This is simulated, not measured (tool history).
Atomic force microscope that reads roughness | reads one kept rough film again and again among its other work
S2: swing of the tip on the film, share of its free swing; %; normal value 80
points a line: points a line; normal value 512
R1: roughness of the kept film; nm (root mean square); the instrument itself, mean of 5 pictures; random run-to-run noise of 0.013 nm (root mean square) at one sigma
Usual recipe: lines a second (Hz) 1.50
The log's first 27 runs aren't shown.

-- hour=441.9 new tip fitted
run 28 hour=451.5 | lines_a_second_(Hz)=0.51 S2=79 points_a_line=648 | R1=3.120
run 29 hour=466.6 | lines_a_second_(Hz)=0.61 S2=59 points_a_line=362 | R1=3.138
run 30 hour=480.2 | lines_a_second_(Hz)=0.56 S2=58 points_a_line=512 | R1=3.152
run 31 hour=503.5 | lines_a_second_(Hz)=0.56 S2=58 points_a_line=512 | R1=3.146
run 32 hour=515.2 | lines_a_second_(Hz)=1.35 S2=89 points_a_line=833 | R1=2.918
-- hour=519.9 new tip fitted
run 33 hour=535.6 | lines_a_second_(Hz)=1.35 S2=89 points_a_line=391 | R1=2.890
run 34 hour=557.9 | lines_a_second_(Hz)=3.82 S2=75 points_a_line=733 | R1=2.812
run 35 hour=567.6 | lines_a_second_(Hz)=0.50 S2=81 points_a_line=855 | R1=3.115

Branching from run 35: 5 alternative next runs. What would each branch give?
run A hour=580.3 | lines_a_second_(Hz)=0.50 S2=83 points_a_line=425 | R1=?
run B hour=580.3 | lines_a_second_(Hz)=0.50 S2=81 points_a_line=447 | R1=?
run C hour=580.3 | lines_a_second_(Hz)=0.82 S2=88 points_a_line=354 | R1=?
run D hour=580.3 | lines_a_second_(Hz)=1.32 S2=58 points_a_line=646 | R1=?
run E hour=580.3 | lines_a_second_(Hz)=1.50 S2=80 points_a_line=635 | R1=?

run=A R1=3.081
run=B R1=3.090
run=C R1=2.990
run=D R1=3.131
run=E R1=2.974
Stripped of hidden state, with their random variation kept, the same runs would have yielded:
run=A R1=3.095
run=B R1=3.105
run=C R1=3.003
run=D R1=3.145
run=E R1=2.988

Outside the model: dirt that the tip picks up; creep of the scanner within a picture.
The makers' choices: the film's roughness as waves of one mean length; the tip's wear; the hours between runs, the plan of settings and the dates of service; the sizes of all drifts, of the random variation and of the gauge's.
